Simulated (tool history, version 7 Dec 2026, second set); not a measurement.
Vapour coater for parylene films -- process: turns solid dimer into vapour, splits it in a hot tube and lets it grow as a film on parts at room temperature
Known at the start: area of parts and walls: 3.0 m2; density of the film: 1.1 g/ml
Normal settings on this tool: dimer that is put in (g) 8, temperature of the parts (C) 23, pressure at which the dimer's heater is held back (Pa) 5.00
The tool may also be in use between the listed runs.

| run | hour | dimer that is put in (g) | temperature of the parts (C) | pressure at which the dimer's heater is held back (Pa) | thickness of the film (µm) |
|---|---|---|---|---|---|
| 1 | 0.0 | 8 | 23 | 5.00 | 1.74 |
| 2 | 29.2 | 8 | 23 | 5.00 | 1.70 |
| 3 | 62.2 | 8 | 23 | 5.00 | 1.65 |
| 4 | 106.4 | 8 | 23 | 4.80 | 1.70 |
| 5 | 137.8 | 8 | 23 | 4.80 | 1.66 |
| 6 | 179.6 | 8 | 23 | 4.80 | 1.68 |
| 7 | 226.5 | 8 | 23 | 4.80 | 1.65 |
| 8 | 276.4 | 8 | 23 | 4.80 | 1.66 |
| 9 | 303.7 | 8 | 23 | 4.80 | 1.62 |
| 10 | 333.5 | 3 | 23 | 5.00 | 0.57 |
| 11 | 383.9 | 11 | 23 | 5.00 | 2.19 |
| 12 | 437.5 | 11 | 23 | 5.00 | 2.19 |
| 13 | 485.4 | 8 | 23 | 5.00 | 1.59 |
| 14 | 522.6 | 8 | 23 | 5.00 | 1.56 |
| 15 | 546.6 | 8 | 23 | 5.00 | 1.57 |
|  | 552.4 | table's thermometer calibrated |
| 16 | 594.6 | 9 | 23 | 5.00 | 1.78 |
| 17 | 632.7 | 9 | 23 | 5.00 | 1.77 |
|  | 654.6 | trap's valve overhauled |
| 18 | 691.8 | 8 | 23 | 5.00 | 1.78 |
| 19 | 730.4 | 8 | 23 | 5.00 | 1.78 |
|  | 761.0 | table's thermometer calibrated, once more |
| 20 | 780.4 | 13 | 23 | 5.00 | 2.87 |
| 21 | 808.0 | 13 | 23 | 5.00 | 2.89 |
| 22 | 848.3 | 13 | 23 | 5.00 | 2.85 |
| 23 | 902.5 | 13 | 23 | 5.00 | 2.90 |
| 24 | 953.2 | 13 | 23 | 5.00 | 2.84 |
| 25 | 975.8 | 8 | 23 | 4.15 | 1.76 |
| 26 | 1000.8 | 7 | 34 | 5.00 | 1.17 |
| 27 | 1030.0 | 10 | 34 | 5.00 | 1.67 |
| 28 | 1080.5 | 3 | 29 | 4.52 | 0.54 |
| 29 | 1120.3 | 6 | 30 | 3.72 | 1.10 |
| 30 | 1165.3 | 13 | 34 | 2.26 | 2.37 |
| 31 | 1195.0 | 6 | 20 | 3.03 | 1.47 |
| 32 | 1229.2 | 9 | 23 | 2.98 | 2.02 |
| 33 | 1268.6 | 13 | 22 | 8.25 | 2.55 |
| 34 | 1306.3 | 3 | 23 | 6.23 | 0.59 |
| 35 | 1341.1 | 3 | 23 | 6.23 | 0.59 |
| 36 | 1396.2 | 8 | 26 | 5.44 | 1.55 |
| 37 | 1419.9 | 4 | 25 | 2.26 | 0.89 |
| 38 | 1472.6 | 4 | 25 | 2.26 | 0.90 |
| 39 | 1507.0 | 7 | 34 | 5.86 | 1.07 |
| 40 | 1532.1 | 10 | 34 | 11.88 | 1.36 |
| 41 | 1572.7 | 7 | 19 | 2.39 | 1.67 |
| 42 | 1601.7 | 8 | 23 | 4.10 | 1.64 |
| 43 | 1634.4 | 6 | 23 | 7.32 | 1.18 |
| 44 | 1679.9 | 3 | 16 | 2.32 | 0.78 |
| 45 | 1729.4 | 3 | 16 | 2.32 | 0.76 |
| 46 | 1784.1 | 4 | 18 | 5.00 | 0.86 |
| 47 | 1829.5 | 4 | 18 | 5.00 | 0.88 |
| 48 | 1882.8 | 3 | 17 | 5.00 | 0.66 |

Per-run results on a tool with no hidden state, each run keeping its own random variation:
Unlogged tool condition in this case: vapour lost through the trap's worn valve, %; true temperature of the parts over the reading, C; drift of the gauge itself on film_um, %.
| run | thickness of the film (µm) |
|---|---|
| 1 | 1.87 |
| 2 | 1.84 |
| 3 | 1.79 |
| 4 | 1.86 |
| 5 | 1.82 |
| 6 | 1.85 |
| 7 | 1.83 |
| 8 | 1.85 |
| 9 | 1.82 |
| 10 | 0.65 |
| 11 | 2.49 |
| 12 | 2.51 |
| 13 | 1.83 |
| 14 | 1.80 |
| 15 | 1.82 |
| 16 | 2.08 |
| 17 | 2.08 |
| 18 | 1.80 |
| 19 | 1.81 |
| 20 | 2.93 |
| 21 | 2.96 |
| 22 | 2.94 |
| 23 | 3.02 |
| 24 | 2.97 |
| 25 | 1.84 |
| 26 | 1.23 |
| 27 | 1.76 |
| 28 | 0.58 |
| 29 | 1.17 |
| 30 | 2.54 |
| 31 | 1.58 |
| 32 | 2.19 |
| 33 | 2.78 |
| 34 | 0.65 |
| 35 | 0.65 |
| 36 | 1.71 |
| 37 | 0.99 |
| 38 | 1.00 |
| 39 | 1.20 |
| 40 | 1.53 |
| 41 | 1.89 |
| 42 | 1.87 |
| 43 | 1.34 |
| 44 | 0.89 |
| 45 | 0.88 |
| 46 | 1.01 |
| 47 | 1.03 |
| 48 | 0.78 |
